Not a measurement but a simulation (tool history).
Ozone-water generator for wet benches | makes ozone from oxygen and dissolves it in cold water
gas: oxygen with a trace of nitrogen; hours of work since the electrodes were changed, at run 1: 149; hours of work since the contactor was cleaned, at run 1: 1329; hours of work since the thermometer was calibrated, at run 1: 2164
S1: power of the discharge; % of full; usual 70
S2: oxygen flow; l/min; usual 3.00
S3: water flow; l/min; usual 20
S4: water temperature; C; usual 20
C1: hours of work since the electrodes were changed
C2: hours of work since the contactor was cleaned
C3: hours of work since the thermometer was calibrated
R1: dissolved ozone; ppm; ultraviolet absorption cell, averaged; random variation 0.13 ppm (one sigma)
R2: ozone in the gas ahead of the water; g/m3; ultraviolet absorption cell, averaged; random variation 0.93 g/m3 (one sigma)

| run | hour | S1 | S2 | S3 | S4 | C1 | C2 | C3 | R1 | R2 |
|---|---|---|---|---|---|---|---|---|---|---|
| 1 | 0.0 | 70 | 3.00 | 20 | 20 | 149 | 1329 | 2164 | 12.7 | 156.5 |
| 2 | 29.0 | 70 | 3.00 | 20 | 20 | 171 | 1351 | 2186 | 12.9 | 157.5 |
| 3 | 62.4 | 70 | 3.00 | 20 | 20 | 197 | 1377 | 2212 | 12.7 | 158.1 |
| 4 | 86.2 | 70 | 3.00 | 20 | 20 | 215 | 1395 | 2230 | 12.9 | 157.8 |
| 5 | 107.5 | 70 | 3.00 | 20 | 12 | 231 | 1411 | 2246 | 13.7 | 158.3 |
| 6 | 147.6 | 70 | 3.00 | 20 | 12 | 262 | 1442 | 2277 | 14.0 | 155.8 |
| 7 | 189.3 | 70 | 3.00 | 20 | 12 | 294 | 1474 | 2309 | 13.7 | 158.4 |
| 8 | 223.5 | 70 | 3.00 | 20 | 12 | 320 | 1500 | 2335 | 13.9 | 159.3 |
| 9 | 248.4 | 70 | 3.00 | 20 | 12 | 339 | 1519 | 2354 | 13.9 | 158.9 |
| 10 | 277.6 | 70 | 3.00 | 20 | 12 | 361 | 1541 | 2376 | 13.8 | 157.7 |
| 11 | 313.7 | 70 | 3.00 | 20 | 12 | 389 | 1569 | 2404 | 13.8 | 160.7 |
| 12 | 348.9 | 70 | 3.00 | 20 | 12 | 416 | 1596 | 2431 | 14.0 | 158.7 |
| 13 | 384.6 | 70 | 3.00 | 20 | 12 | 443 | 1623 | 2458 | 13.7 | 159.7 |
| 14 | 422.5 | 70 | 3.00 | 20 | 12 | 472 | 1652 | 2487 | 13.9 | 160.1 |
| 15 | 451.3 | 70 | 3.00 | 20 | 20 | 494 | 1674 | 2509 | 12.8 | 159.6 |
| 16 | 480.4 | 70 | 3.00 | 20 | 20 | 516 | 1697 | 2532 | 12.9 | 159.7 |
| 17 | 506.6 | 70 | 3.00 | 20 | 20 | 537 | 1717 | 2552 | 12.8 | 161.0 |
| 18 | 542.2 | 42 | 3.00 | 20 | 26 | 564 | 1744 | 2579 | 8.8 | 119.1 |
| 19 | 564.9 | 42 | 3.00 | 20 | 17 | 581 | 1761 | 2596 | 9.7 | 118.9 |

Forecast run 20:
| 20 | 588.2 | 97 | 1.66 | 13 | 20 | 599 | 1779 | 2614 | ? | ? |

Run 20 gave R1 20.1 ppm, R2 257.4 g/m3.
Without the tool's hidden state the same run would have given R1 20.1 ppm, R2 250.9 g/m3.
